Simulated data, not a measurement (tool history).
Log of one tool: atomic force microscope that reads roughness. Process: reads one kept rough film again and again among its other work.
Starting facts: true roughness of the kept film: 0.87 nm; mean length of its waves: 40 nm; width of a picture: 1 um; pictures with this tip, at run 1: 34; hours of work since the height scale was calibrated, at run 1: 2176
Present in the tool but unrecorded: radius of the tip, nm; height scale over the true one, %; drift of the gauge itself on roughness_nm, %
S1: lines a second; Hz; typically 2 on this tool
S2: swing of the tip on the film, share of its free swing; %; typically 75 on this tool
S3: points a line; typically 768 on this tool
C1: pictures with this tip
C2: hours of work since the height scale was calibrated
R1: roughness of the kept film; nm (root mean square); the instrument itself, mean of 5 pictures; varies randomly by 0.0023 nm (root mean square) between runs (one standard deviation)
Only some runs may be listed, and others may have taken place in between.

run 1 hour=0 | S1=2 S2=75 S3=768 | C1=34 C2=2176 | R1=0.803
run 2 hour=80.3 | S1=2 S2=75 S3=768 | C1=166 C2=2233 | R1=0.8
run 3 hour=134.5 | S1=2 S2=75 S3=768 | C1=256 C2=2272 | R1=0.804
run 4 hour=193 | S1=2 S2=75 S3=768 | C1=352 C2=2314 | R1=0.798
-- hour=218.7 new tip fitted
run 5 hour=244.8 | S1=2 S2=75 S3=768 | C1=43 C2=2351 | R1=0.801
run 6 hour=305.1 | S1=2 S2=75 S3=768 | C1=142 C2=2395 | R1=0.797
run 7 hour=353 | S1=2 S2=75 S3=938 | C1=221 C2=2429 | R1=0.802
run 8 hour=424.8 | S1=2 S2=75 S3=768 | C1=339 C2=2481 | R1=0.802
-- hour=460.4 new tip fitted
run 9 hour=501.1 | S1=2 S2=75 S3=768 | C1=68 C2=2535 | R1=0.802
-- hour=563.5 height scale calibrated on a step standard
run 10 hour=584 | S1=2 S2=75 S3=768 | C1=203 C2=15 | R1=0.801
run 11 hour=662.4 | S1=2 S2=75 S3=768 | C1=332 C2=71 | R1=0.796
-- hour=700.6 new tip fitted
run 12 hour=743 | S1=2 S2=75 S3=768 | C1=70 C2=129 | R1=0.801
run 13 hour=817.5 | S1=2 S2=75 S3=768 | C1=193 C2=182 | R1=0.803
run 14 hour=894.9 | S1=2 S2=75 S3=768 | C1=320 C2=238 | R1=0.801
-- hour=940.2 new tip fitted
run 15 hour=954.1 | S1=2 S2=75 S3=768 | C1=23 C2=280 | R1=0.8
run 16 hour=989.4 | S1=2 S2=75 S3=768 | C1=81 C2=306 | R1=0.802
run 17 hour=1051.2 | S1=2 S2=75 S3=768 | C1=183 C2=350 | R1=0.805
run 18 hour=1097.4 | S1=2 S2=76 S3=768 | C1=259 C2=383 | R1=0.801
run 19 hour=1154.6 | S1=2 S2=76 S3=768 | C1=354 C2=424 | R1=0.795
-- hour=1178.6 new tip fitted
run 20 hour=1198 | S1=2 S2=76 S3=768 | C1=32 C2=455 | R1=0.8
run 21 hour=1271 | S1=2 S2=76 S3=392 | C1=152 C2=508 | R1=0.798
run 22 hour=1351.2 | S1=2 S2=75 S3=768 | C1=284 C2=565 | R1=0.803
run 23 hour=1396 | S1=2 S2=74 S3=591 | C1=358 C2=598 | R1=0.801
-- hour=1417.6 new tip fitted
run 24 hour=1474.4 | S1=2 S2=74 S3=591 | C1=93 C2=654 | R1=0.801
run 25 hour=1543.9 | S1=2 S2=73 S3=785 | C1=208 C2=704 | R1=0.808
run 26 hour=1605.3 | S1=2 S2=81 S3=768 | C1=309 C2=748 | R1=0.783
-- hour=1655.2 new tip fitted
run 27 hour=1656.8 | S1=2 S2=81 S3=768 | C1=3 C2=784 | R1=0.781
run 28 hour=1708.7 | S1=0.96 S2=72 S3=768 | C1=88 C2=822 | R1=0.83
run 29 hour=1759.5 | S1=3.26 S2=56 S3=761 | C1=172 C2=858 | R1=0.832
run 30 hour=1796.7 | S1=3.26 S2=63 S3=871 | C1=233 C2=885 | R1=0.808
run 31 hour=1879 | S1=3.26 S2=63 S3=871 | C1=369 C2=944 | R1=0.808
-- hour=1892.8 new tip fitted
run 32 hour=1959.1 | S1=0.6 S2=56 S3=841 | C1=109 C2=1001 | R1=0.854
run 33 hour=2000.4 | S1=1.39 S2=70 S3=383 | C1=177 C2=1031 | R1=0.822
run 34 hour=2042.9 | S1=1.39 S2=85 S3=269 | C1=247 C2=1062 | R1=0.788
run 35 hour=2084.2 | S1=1.66 S2=85 S3=269 | C1=315 C2=1091 | R1=0.776
run 36 hour=2126.5 | S1=2.1 S2=80 S3=953 | C1=385 C2=1122 | R1=0.784
-- hour=2132 new tip fitted
run 37 hour=2162.7 | S1=1.94 S2=72 S3=319 | C1=51 C2=1147 | R1=0.811
run 38 hour=2242.8 | S1=1.79 S2=82 S3=1023 | C1=183 C2=1205 | R1=0.786
run 39 hour=2284.9 | S1=1.79 S2=82 S3=1023 | C1=253 C2=1235 | R1=0.79
run 40 hour=2332.8 | S1=1.79 S2=82 S3=1023 | C1=332 C2=1270 | R1=0.786
-- hour=2370.2 new tip fitted
run 41 hour=2370.2 | S1=1.79 S2=82 S3=1023 | C1=0 C2=1296 | R1=0.791
run 42 hour=2439.9 | S1=0.93 S2=61 S3=269 | C1=115 C2=1346 | R1=0.844
run 43 hour=2521.7 | S1=0.72 S2=87 S3=599 | C1=250 C2=1405 | R1=0.822

Each row is a separate what-if for the run after 43, all from the same tool condition, not one after another. Results?
run A hour=2567.7 | S1=0.72 S2=69 S3=599 | C1=326 C2=1438 | R1=?
run B hour=2567.7 | S1=0.72 S2=64 S3=675 | C1=326 C2=1438 | R1=?
run C hour=2567.7 | S1=1.18 S2=71 S3=276 | C1=326 C2=1438 | R1=?
run D hour=2567.7 | S1=0.59 S2=59 S3=768 | C1=326 C2=1438 | R1=?
run E hour=2567.7 | S1=1.38 S2=57 S3=522 | C1=326 C2=1438 | R1=?

run=A R1=0.84
run=B R1=0.844
run=C R1=0.826
run=D R1=0.848
run=E R1=0.843
The same runs, with their run-to-run variation unchanged, on a tool lacking any hidden condition would have given:
run=A R1=0.841
run=B R1=0.846
run=C R1=0.828
run=D R1=0.85
run=E R1=0.845
